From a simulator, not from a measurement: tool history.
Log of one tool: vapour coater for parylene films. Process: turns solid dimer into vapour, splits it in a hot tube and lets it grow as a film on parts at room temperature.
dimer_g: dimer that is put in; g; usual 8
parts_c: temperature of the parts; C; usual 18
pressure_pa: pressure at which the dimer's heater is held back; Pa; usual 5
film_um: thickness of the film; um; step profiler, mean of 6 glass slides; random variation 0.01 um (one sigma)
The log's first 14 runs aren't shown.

run,hour,dimer_g,parts_c,pressure_pa,hours of work since the trap's valve was overhauled,hours of work since the table's thermometer was calibrated,film_um
15,434.8,8,24,5,187,980,0.94
16,484.5,8,24,5,207,1000,0.92
17,531.7,8,24,5,226,1019,0.91
18,567.5,8,18,5.9,241,1034,1.13
19,608.7,8,18,5.9,258,1050,1.13
20,652.6,8,18,5.9,276,1068,1.11
21,692.9,8,18,5,292,1085,1.13
22,714.5,8,18,5,301,1093,1.14
23,759.1,8,18,5,319,1112,1.15
24,799.2,4,18,5,335,1128,0.58
25,847.2,4,18,5,355,1147,0.56
26,884.4,4,18,5,370,1162,0.57
27,905.9,12,24,5,379,1171,1.35
28,938.6,10,26,8.92,392,1184,0.93
29,989.5,10,26,8.92,412,1205,0.94
30,1039.3,4,15,8.92,433,1225,0.58
31,1070.7,8,11,10.17,445,1238,1.36
# hour 1107.7: trap's valve overhauled
32,1118.2,5,11,10.17,4,1256,0.88
33,1163.5,5,11,10.17,23,1274,0.89
34,1202.3,5,13,5.93,38,1290,0.88
35,1232.6,5,13,5.93,51,1302,0.88

Forecast run 36:
36,1270.7,5,11,10.99,66,1318,?

Run 36 gave film_um 0.87 um.
Without the tool's hidden state the same run would have given film_um 0.87 um.
